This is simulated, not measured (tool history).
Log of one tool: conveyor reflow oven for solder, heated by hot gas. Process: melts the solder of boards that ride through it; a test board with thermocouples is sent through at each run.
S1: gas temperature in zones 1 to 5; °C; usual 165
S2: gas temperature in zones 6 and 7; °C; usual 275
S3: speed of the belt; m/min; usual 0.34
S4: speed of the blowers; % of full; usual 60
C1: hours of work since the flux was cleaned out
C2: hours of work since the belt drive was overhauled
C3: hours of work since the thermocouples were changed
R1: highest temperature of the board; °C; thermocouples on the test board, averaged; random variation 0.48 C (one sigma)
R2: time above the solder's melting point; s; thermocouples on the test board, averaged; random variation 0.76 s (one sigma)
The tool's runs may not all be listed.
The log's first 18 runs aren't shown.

run,hour,S1,S2,S3,S4,C1,C2,C3,R1,R2
19,258.7,176,275,0.324,53,49,192,362,259.3,108.7
20,276.5,176,278,0.324,52,58,201,371,262.4,109.1
21,288.4,165,275,0.33,50,65,207,378,257.6,96.4
22,308.5,151,267,0.33,50,75,218,388,247.1,77.1
23,324.1,151,267,0.33,50,83,226,396,247.3,77.6
24,343,151,267,0.33,50,93,236,406,246.9,77
25,355.1,151,281,0.323,50,100,242,413,260.6,94.8
26,369.4,151,281,0.323,50,107,250,420,261,94.9
27,381.2,161,275,0.34,60,113,256,426,256.7,92.1
28,390.7,161,275,0.34,60,118,261,431,255.9,91.2
29,404.2,161,275,0.34,60,125,268,438,256.3,91.4
30,423.5,161,282,0.352,60,135,278,448,261.1,91.6

3 ways to go on from here, each from the tool as it stands after run 30. What would each give?
A,438.6,176,290,0.34,87,143,286,456,?,?
B,438.6,163,270,0.339,60,143,286,456,?,?
C,438.6,178,273,0.34,62,143,286,456,?,?

run,R1,R2
A,275.6,115.8
B,252.2,87.7
C,256.8,101.3
Without the tool's hidden state the same runs would have given:
run,R1,R2
A,277.8,116.7
B,254.3,90.3
C,258.7,103.1
